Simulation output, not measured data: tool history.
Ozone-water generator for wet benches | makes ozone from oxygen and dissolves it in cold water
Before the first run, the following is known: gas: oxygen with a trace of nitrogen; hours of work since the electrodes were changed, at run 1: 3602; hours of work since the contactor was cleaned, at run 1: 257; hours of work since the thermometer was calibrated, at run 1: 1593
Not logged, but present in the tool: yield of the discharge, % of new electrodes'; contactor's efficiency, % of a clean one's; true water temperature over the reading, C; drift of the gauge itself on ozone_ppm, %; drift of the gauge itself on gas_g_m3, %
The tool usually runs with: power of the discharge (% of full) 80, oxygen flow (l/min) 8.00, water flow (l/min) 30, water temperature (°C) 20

| run | hour | power of the discharge (% of full) | oxygen flow (l/min) | water flow (l/min) | water temperature (°C) | hours of work since the electrodes were changed | hours of work since the contactor was cleaned | hours of work since the thermometer was calibrated | dissolved ozone (ppm) | ozone in the gas ahead of the water (g/m3) |
|---|---|---|---|---|---|---|---|---|---|---|
| 1 | 0.0 | 80 | 8.00 | 30 | 20 | 3602 | 257 | 1593 | 21.0 | 223.9 |
| 2 | 94.0 | 80 | 8.00 | 30 | 20 | 3693 | 348 | 1685 | 21.2 | 223.0 |
| 3 | 212.9 | 80 | 8.00 | 30 | 25 | 3809 | 464 | 1800 | 19.3 | 222.1 |
| 4 | 334.1 | 80 | 8.00 | 30 | 25 | 3927 | 582 | 1918 | 19.4 | 221.6 |
| 5 | 451.6 | 80 | 8.00 | 25 | 20 | 4041 | 696 | 2032 | 24.5 | 220.3 |
| 6 | 594.0 | 80 | 8.00 | 25 | 20 | 4179 | 834 | 2171 | 24.2 | 220.4 |
| 7 | 668.7 | 53 | 8.00 | 25 | 20 | 4252 | 907 | 2244 | 18.4 | 168.2 |
| 8 | 825.8 | 53 | 8.00 | 25 | 20 | 4405 | 1060 | 2396 | 18.1 | 168.3 |
| 9 | 959.7 | 80 | 8.00 | 30 | 17 | 4535 | 1190 | 2527 | 20.9 | 217.8 |
| 10 | 1112.6 | 80 | 8.00 | 30 | 17 | 4684 | 1339 | 2675 | 20.8 | 215.9 |
| 11 | 1235.8 | 80 | 8.00 | 30 | 20 | 4804 | 1459 | 2795 | 19.9 | 215.8 |
| 12 | 1367.2 | 80 | 8.00 | 30 | 20 | 4931 | 1587 | 2923 | 19.5 | 216.1 |
| 13 | 1435.2 | 80 | 8.00 | 30 | 20 | 4998 | 1653 | 2989 | 19.4 | 213.2 |
| 14 | 1501.8 | 80 | 8.00 | 30 | 20 | 5062 | 1718 | 3054 | 19.5 | 215.4 |
| 15 | 1637.4 | 80 | 8.00 | 30 | 20 | 5194 | 1849 | 3186 | 19.9 | 215.2 |
| 16 | 1790.9 | 83 | 8.00 | 30 | 20 | 5344 | 1999 | 3335 | 19.9 | 219.2 |
| 17 | 1927.6 | 80 | 12.26 | 21 | 20 | 5477 | 2132 | 3468 | 23.7 | 164.6 |
|  | 1938.7 | water thermometer calibrated |
| 18 | 2041.2 | 69 | 12.26 | 33 | 20 | 5587 | 2242 | 100 | 15.1 | 148.5 |
| 19 | 2134.0 | 69 | 12.26 | 33 | 20 | 5677 | 2332 | 190 | 15.1 | 149.4 |
|  | 2239.3 | water thermometer calibrated, once more |
| 20 | 2242.4 | 63 | 4.88 | 28 | 13 | 5782 | 2437 | 3 | 19.2 | 243.3 |
| 21 | 2373.5 | 50 | 4.88 | 28 | 26 | 5909 | 2564 | 131 | 14.1 | 209.8 |
| 22 | 2494.3 | 50 | 4.88 | 28 | 26 | 6027 | 2682 | 248 | 14.0 | 207.9 |
| 23 | 2616.2 | 73 | 11.23 | 47 | 23 | 6145 | 2801 | 367 | 10.7 | 160.0 |
| 24 | 2778.1 | 56 | 13.54 | 20 | 19 | 6303 | 2958 | 524 | 19.2 | 120.9 |
| 25 | 2915.4 | 85 | 6.74 | 36 | 19 | 6436 | 3092 | 658 | 15.9 | 238.8 |
| 26 | 3040.1 | 85 | 6.74 | 24 | 19 | 6558 | 3213 | 779 | 24.0 | 237.6 |
| 27 | 3189.8 | 40 | 8.00 | 47 | 23 | 6703 | 3358 | 925 | 7.2 | 133.3 |
| 28 | 3304.6 | 40 | 8.00 | 47 | 23 | 6815 | 3470 | 1036 | 7.1 | 133.7 |
|  | 3388.0 | contactor cleaned |
| 29 | 3397.2 | 43 | 12.01 | 42 | 23 | 6901 | 9 | 1123 | 9.1 | 109.9 |
| 30 | 3548.1 | 44 | 9.92 | 30 | 17 | 7048 | 156 | 1269 | 13.7 | 124.8 |
| 31 | 3651.6 | 44 | 9.92 | 30 | 17 | 7149 | 256 | 1370 | 14.0 | 124.4 |
| 32 | 3776.5 | 43 | 11.52 | 24 | 17 | 7270 | 378 | 1491 | 15.9 | 111.4 |

Consider 3 possible next runs. They are alternatives, not a sequence: every one starts from the tool as it was left by run 32. What does each give?
| A | 3895.5 | 80 | 6.48 | 42 | 18 | 7386 | 494 | 1607 | ? | ? |
| B | 3895.5 | 43 | 14.36 | 24 | 17 | 7386 | 494 | 1607 | ? | ? |
| C | 3895.5 | 43 | 8.48 | 20 | 17 | 7386 | 494 | 1607 | ? | ? |

| run | dissolved ozone (ppm) | ozone in the gas ahead of the water (g/m3) |
|---|---|---|
| A | 13.9 | 228.9 |
| B | 14.9 | 97.2 |
| C | 18.8 | 133.6 |
Had the tool no hidden state, the same runs would have come out as:
| run | dissolved ozone (ppm) | ozone in the gas ahead of the water (g/m3) |
|---|---|---|
| A | 17.2 | 277.8 |
| B | 17.1 | 109.7 |
| C | 21.6 | 150.9 |
